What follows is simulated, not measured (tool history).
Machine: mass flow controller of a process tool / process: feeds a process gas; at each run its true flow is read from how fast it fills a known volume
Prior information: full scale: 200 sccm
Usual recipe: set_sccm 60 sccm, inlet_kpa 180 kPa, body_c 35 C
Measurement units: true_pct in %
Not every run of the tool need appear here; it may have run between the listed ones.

run     day  set_sccm  inlet_kpa  body_c  true_pct
  1   0.000        60        180      35     97.67
  2   2.800        60        180      35     97.64
  3   7.017        60        180      35     97.72
  4  11.858        60        180      35     97.69
  5  16.562        60        166      35     97.74
  6  19.875        60        166      35     97.66
  7  24.717        60        180      29     97.42
  8  27.192        60        180      29     97.44
  9  29.688        63        180      35     97.51
 10  33.629        51        180      35     98.14
 11  38.258        51        180      35     97.97
 12  41.138        60        180      24     97.12
 13  45.958       199        161      35     96.78
 14  50.329       199        161      35     96.84
 15  53.946        60        180      24     97.17
     54.383  -- controller's zero set anew
     57.871  -- controller exchanged for a calibrated one
 16  57.871        64        229      35     99.30
 17  62.000        60        277      29     99.24
 18  66.892       181        277      21     99.98
 19  71.688       181        277      21     99.65
     73.333  -- controller's zero set anew, once more
 20  74.312       181        277      21     99.76
 21  78.867       137        165      29     99.52
 22  82.325       170        278      39    100.43
 23  85.417       170        278      37    100.20

Branching from run 23: 5 alternative next runs. What would each branch give?
  A  90.067        22        278      21         ?
  B  90.067        70        278      37         ?
  C  90.067       170        153      37         ?
  D  90.067        45        154      26         ?
  E  90.067        33        170      37         ?

run  true_pct
  A     98.36
  B     99.41
  C    100.46
  D     98.65
  E     98.98
What these runs would have given with no unlogged condition in the tool:
run  true_pct
  A     98.28
  B     99.46
  C    100.54
  D     98.67
  E     98.96

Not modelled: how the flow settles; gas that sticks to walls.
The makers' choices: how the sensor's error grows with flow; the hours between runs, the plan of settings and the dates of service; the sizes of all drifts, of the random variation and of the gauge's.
